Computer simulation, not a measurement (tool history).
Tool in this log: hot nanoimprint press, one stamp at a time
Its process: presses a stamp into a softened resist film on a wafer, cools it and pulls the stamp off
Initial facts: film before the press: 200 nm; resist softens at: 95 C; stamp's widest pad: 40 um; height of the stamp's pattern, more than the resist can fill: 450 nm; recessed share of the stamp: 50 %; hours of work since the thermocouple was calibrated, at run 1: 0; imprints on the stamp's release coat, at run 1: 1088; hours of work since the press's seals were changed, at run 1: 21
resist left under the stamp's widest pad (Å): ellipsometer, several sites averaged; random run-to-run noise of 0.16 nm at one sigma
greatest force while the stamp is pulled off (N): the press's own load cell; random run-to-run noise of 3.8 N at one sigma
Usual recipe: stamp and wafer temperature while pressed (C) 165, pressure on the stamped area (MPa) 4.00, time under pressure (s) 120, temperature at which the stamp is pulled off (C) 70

run   hour  stamp and wafer temperature while pressed (C)  pressure on the stamped area (MPa)  time under pressure (s)  temperature at which the stamp is pulled off (C)  hours of work since the thermocouple was calibrated  imprints on the stamp's release coat  hours of work since the press's seals were changed  resist left under the stamp's widest pad (Å)  greatest force while the stamp is pulled off (N)
  1    0.0                                            165                                4.00                      120                                                70                                                    0                                  1088                                                  21                                           956                                               234
  2   15.9                                            165                                4.00                      225                                                70                                                   12                                  1151                                                  33                                           751                                               236
  3   29.1                                            165                                4.00                      225                                                70                                                   21                                  1204                                                  42                                           752                                               232
  4   39.7                                            166                                4.00                      225                                                70                                                   28                                  1246                                                  50                                           719                                               257
  5   55.2                                            166                                4.00                      225                                                70                                                   39                                  1307                                                  61                                           718                                               240
  6   69.6                                            165                                3.84                      120                                                70                                                   50                                  1365                                                  71                                           972                                               249
  7   78.6                                            165                                4.00                      120                                                70                                                   56                                  1401                                                  77                                           952                                               253
  8   93.4                                            176                                4.00                      120                                                70                                                   67                                  1459                                                  88                                           630                                               267
  9  112.3                                            165                                4.00                      120                                                70                                                   80                                  1535                                                 101                                           953                                               266
 10  127.7                                            165                                4.00                      120                                                70                                                   91                                  1596                                                 112                                           949                                               261
 11  147.9                                            168                                4.00                      120                                                70                                                  106                                  1676                                                 127                                           849                                               256
     166.1  -- stamp cleaned and given a new release coat
 12  173.5                                            168                                4.00                      120                                                70                                                  120                                    29                                                 141                                           847                                               186
 13  186.1                                            165                                4.00                      120                                                70                                                  129                                    79                                                 150                                           948                                               188
 14  194.5                                            165                                5.49                      120                                                70                                                  135                                   113                                                 156                                           823                                               193
 15  210.6                                            165                                3.54                      120                                                70                                                  146                                   177                                                 167                                          1000                                               193
 16  222.6                                            171                                2.89                      120                                                70                                                  155                                   224                                                 176                                           881                                               198
 17  237.9                                            171                                2.94                      120                                                70                                                  165                                   285                                                 187                                           872                                               191
 18  247.3                                            157                                3.72                      120                                                63                                                  172                                   322                                                 193                                          1289                                               211
 19  256.8                                            154                                4.00                       69                                                73                                                  179                                   360                                                 200                                          1566                                               194
 20  266.5                                            175                                2.55                       73                                                70                                                  186                                   399                                                 207                                           972                                               206
 21  275.1                                            163                                4.00                      120                                                70                                                  192                                   433                                                 213                                          1018                                               200
 22  286.2                                            165                                2.66                      120                                                56                                                  200                                   477                                                 221                                          1124                                               219
 23  303.8                                            155                                4.00                      120                                                63                                                  212                                   547                                                 234                                          1338                                               215
 24  320.3                                            155                                4.00                      120                                                63                                                  224                                   612                                                 245                                          1334                                               225
 25  336.3                                            165                                2.55                      120                                                59                                                  235                                   676                                                 257                                          1135                                               235
 26  353.2                                            168                                4.00                       69                                                62                                                  248                                   743                                                 269                                          1031                                               227
 27  364.1                                            165                                4.00                       64                                                70                                                  255                                   787                                                 277                                          1165                                               222
 28  375.6                                            165                                4.00                      176                                                70                                                  264                                   833                                                 285                                           816                                               221
 29  390.8                                            165                                4.00                      176                                                70                                                  274                                   893                                                 296                                           813                                               227
 30  409.2                                            165                                4.00                      176                                                70                                                  287                                   966                                                 309                                           812                                               220

Each row is a separate what-if for the run after 30, all from the same tool condition, not one after another. Results?
  A  427.3                                            165                                4.00                      176                                                73                                                  300                                  1038                                                 322                                             ?                                                 ?
  B  427.3                                            165                                3.40                      217                                                70                                                  300                                  1038                                                 322                                             ?                                                 ?
  C  427.3                                            169                                4.05                      120                                                60                                                  300                                  1038                                                 322                                             ?                                                 ?
  D  427.3                                            174                                3.52                      234                                                70                                                  300                                  1038                                                 322                                             ?                                                 ?

run  resist left under the stamp's widest pad (Å)  greatest force while the stamp is pulled off (N)
  A                                           813                                               229
  B                                           805                                               230
  C                                           803                                               253
  D                                           538                                               232
Take away the tool's hidden state, keep each run's random variation, and the runs would have read:
run  resist left under the stamp's widest pad (Å)  greatest force while the stamp is pulled off (N)
  A                                           828                                               182
  B                                           822                                               183
  C                                           818                                               201
  D                                           548                                               184
